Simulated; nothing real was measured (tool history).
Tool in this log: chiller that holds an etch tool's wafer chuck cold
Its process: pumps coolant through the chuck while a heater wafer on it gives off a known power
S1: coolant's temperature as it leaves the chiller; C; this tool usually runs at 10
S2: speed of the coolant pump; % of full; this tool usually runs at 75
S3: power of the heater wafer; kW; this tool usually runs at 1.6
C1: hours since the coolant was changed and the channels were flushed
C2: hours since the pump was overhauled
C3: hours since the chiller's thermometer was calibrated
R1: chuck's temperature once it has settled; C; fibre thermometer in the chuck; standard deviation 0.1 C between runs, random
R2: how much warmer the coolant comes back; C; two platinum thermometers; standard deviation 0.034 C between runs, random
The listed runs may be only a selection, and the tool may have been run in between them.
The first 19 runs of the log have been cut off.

{"run": 20, "day": 38.475, "S1": 8, "S2": 89, "S3": 1.078, "C1": 5023, "C2": 3324, "C3": 5808, "R1": 15.7, "R2": 3.18}
{"day": 40.154, "done": "chiller's thermometer calibrated"}
{"run": 21, "day": 41.012, "S1": 11, "S2": 86, "S3": 1.55, "C1": 5083, "C2": 3384, "C3": 21, "R1": 23.5, "R2": 4.63}
{"run": 22, "day": 43.296, "S1": 0, "S2": 75, "S3": 1.839, "C1": 5138, "C2": 3439, "C3": 75, "R1": 16.6, "R2": 6.3}
{"run": 23, "day": 46.296, "S1": 14, "S2": 74, "S3": 1.77, "C1": 5210, "C2": 3511, "C3": 147, "R1": 30.1, "R2": 6.12}
{"run": 24, "day": 48.392, "S1": 4, "S2": 64, "S3": 2.046, "C1": 5260, "C2": 3561, "C3": 198, "R1": 25, "R2": 8.22}
{"run": 25, "day": 50.071, "S1": 4, "S2": 64, "S3": 2.046, "C1": 5301, "C2": 3602, "C3": 238, "R1": 25.2, "R2": 8.24}
{"run": 26, "day": 51.333, "S1": 13, "S2": 73, "S3": 1.316, "C1": 5331, "C2": 3632, "C3": 268, "R1": 25, "R2": 4.63}
{"run": 27, "day": 52.883, "S1": 13, "S2": 73, "S3": 1.316, "C1": 5368, "C2": 3669, "C3": 306, "R1": 25.2, "R2": 4.6}
{"run": 28, "day": 55.996, "S1": 13, "S2": 73, "S3": 1.316, "C1": 5443, "C2": 3744, "C3": 380, "R1": 25.2, "R2": 4.66}
{"run": 29, "day": 58.671, "S1": 13, "S2": 88, "S3": 2.1, "C1": 5507, "C2": 3808, "C3": 444, "R1": 29.7, "R2": 6.17}
{"run": 30, "day": 60.346, "S1": 11, "S2": 78, "S3": 2.012, "C1": 5547, "C2": 3848, "C3": 485, "R1": 28.9, "R2": 6.65}
{"run": 31, "day": 62.762, "S1": 11, "S2": 78, "S3": 2.012, "C1": 5605, "C2": 3906, "C3": 543, "R1": 28.8, "R2": 6.69}
{"run": 32, "day": 64.3, "S1": 11, "S2": 78, "S3": 2.012, "C1": 5642, "C2": 3943, "C3": 580, "R1": 28.8, "R2": 6.69}
{"run": 33, "day": 66.612, "S1": 11, "S2": 78, "S3": 2.012, "C1": 5698, "C2": 3999, "C3": 635, "R1": 28.7, "R2": 6.66}

Forecast each of these 3 alternatives for the next run:
{"run": "A", "day": 68.967, "S1": 19, "S2": 78, "S3": 1.747, "C1": 5754, "C2": 4055, "C3": 692, "R1": "?", "R2": "?"}
{"run": "B", "day": 68.967, "S1": 10, "S2": 86, "S3": 1.135, "C1": 5754, "C2": 4055, "C3": 692, "R1": "?", "R2": "?"}
{"run": "C", "day": 68.967, "S1": 6, "S2": 78, "S3": 2.012, "C1": 5754, "C2": 4055, "C3": 692, "R1": "?", "R2": "?"}

run=A R1=34.7 R2=5.83
run=B R1=19.1 R2=3.45
run=C R1=23.9 R2=6.71
What these runs would have given with no unlogged condition in the tool:
run=A R1=32.2 R2=5.42
run=B R1=17.7 R2=3.2
run=C R1=21.1 R2=6.24

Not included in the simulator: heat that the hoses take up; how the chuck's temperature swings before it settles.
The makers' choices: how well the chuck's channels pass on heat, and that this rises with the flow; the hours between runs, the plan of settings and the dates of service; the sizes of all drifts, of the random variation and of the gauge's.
